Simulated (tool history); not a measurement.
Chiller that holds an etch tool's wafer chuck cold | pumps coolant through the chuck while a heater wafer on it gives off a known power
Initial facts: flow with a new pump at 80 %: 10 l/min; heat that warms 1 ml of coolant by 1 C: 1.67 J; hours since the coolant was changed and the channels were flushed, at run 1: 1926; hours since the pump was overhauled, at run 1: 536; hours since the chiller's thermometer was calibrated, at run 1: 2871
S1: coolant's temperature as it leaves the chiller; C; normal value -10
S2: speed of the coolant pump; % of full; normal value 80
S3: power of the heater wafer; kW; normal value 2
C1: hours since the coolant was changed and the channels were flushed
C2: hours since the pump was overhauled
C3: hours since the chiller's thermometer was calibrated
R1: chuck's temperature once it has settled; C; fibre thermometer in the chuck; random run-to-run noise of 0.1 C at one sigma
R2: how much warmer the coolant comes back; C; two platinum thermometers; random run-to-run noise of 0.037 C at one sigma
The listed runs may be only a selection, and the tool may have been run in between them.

run,hour,S1,S2,S3,C1,C2,C3,R1,R2
1,0,-10,80,2,1926,536,2871,11.2,7.21
2,37.7,-10,80,2,1964,574,2909,11.1,7.19
3,70.2,-10,80,2,1996,606,2942,11,7.28
4,108,-10,80,2,2034,644,2979,11,7.26
5,146.3,-10,80,2,2072,682,3018,11.2,7.34
6,183.5,-10,80,2,2110,719,3055,11.1,7.31
7,220.9,-10,80,2,2147,757,3092,11.2,7.34
8,256.2,-10,80,1.154,2182,792,3128,2,4.4
9,285.4,-10,80,1.154,2211,821,3157,2.1,4.31
10,321.5,-10,80,1.154,2248,857,3193,2.1,4.37
11,345.5,-10,80,1.904,2272,881,3217,10.2,7.11
12,373.9,-10,80,2.624,2300,910,3245,17.7,9.74
13,403,-10,80,2,2329,939,3274,11.1,7.48
14,437,-10,74,2,2363,973,3308,12.5,8.15
15,467.4,-10,74,2,2393,1003,3339,12.7,8.23
16,492.3,-11,80,1.487,2418,1028,3364,4.7,5.73
17,511.4,-11,80,1.487,2437,1047,3383,4.6,5.71
# hour 530.9: gauge calibrated
18,538.9,-8,62,2,2465,1075,3410,18.8,9.6
19,577.5,-8,62,2,2504,1113,3449,18.7,9.62
20,613.6,-8,62,2,2540,1150,3485,18.7,9.64
21,632.3,-5,80,2,2558,1168,3504,16.2,7.35
22,663.5,-5,80,2,2590,1199,3535,16.3,7.29
23,700,-5,80,2,2626,1236,3571,16.1,7.31
24,735.4,-10,95,2,2661,1271,3607,7.8,6.11
25,763.1,-10,95,2,2689,1299,3634,8.2,6.03
26,792.8,-10,95,2,2719,1329,3664,8,6.07
27,831.9,-10,95,2.467,2758,1368,3703,12.3,7.45
28,868.1,-5,84,1.132,2794,1404,3739,6.2,4.08
29,904.8,-17,87,2.576,2831,1441,3776,8.1,8.6
30,924.3,-10,80,1.716,2850,1460,3796,8.2,6.43

Below, some changes in R2 between adjacent runs. For each, the amount present without the hidden state too (settings, incoming material, random variation) and the amount remaining for the hidden state with gauge scatter not shared by both compared results:
The hidden state here: heat passed by the chuck's channels, % of clean ones'; flow at a given pump speed, % of a new pump's; coolant's true temperature over the reading, C; drift of the gauge itself on chuck_c, C; drift of the gauge itself on warmer_back_c, C.
Run 4 -> 5: no setting touched and nothing written in the log between the runs. R2 +0.08 C: hidden state +0.04, all else +0.04.
Run 9 -> 10: no setting touched and nothing written in the log between the runs. R2 +0.06 C: hidden state +0.04, all else +0.02.
Run 17 -> 18: S1 -11 -> -8, S2 80 -> 62, S3 1.487 -> 2, gauge calibrated. R2 +3.89 C: hidden state -0.37, all else +4.26.
Run 27 -> 28: S1 -10 -> -5, S2 95 -> 84, S3 2.467 -> 1.132. R2 -3.37 C: hidden state +0.02, all else -3.39.
Run 28 -> 29: S1 -5 -> -17, S2 84 -> 87, S3 1.132 -> 2.576. R2 +4.52 C: hidden state +0.03, all else +4.49.

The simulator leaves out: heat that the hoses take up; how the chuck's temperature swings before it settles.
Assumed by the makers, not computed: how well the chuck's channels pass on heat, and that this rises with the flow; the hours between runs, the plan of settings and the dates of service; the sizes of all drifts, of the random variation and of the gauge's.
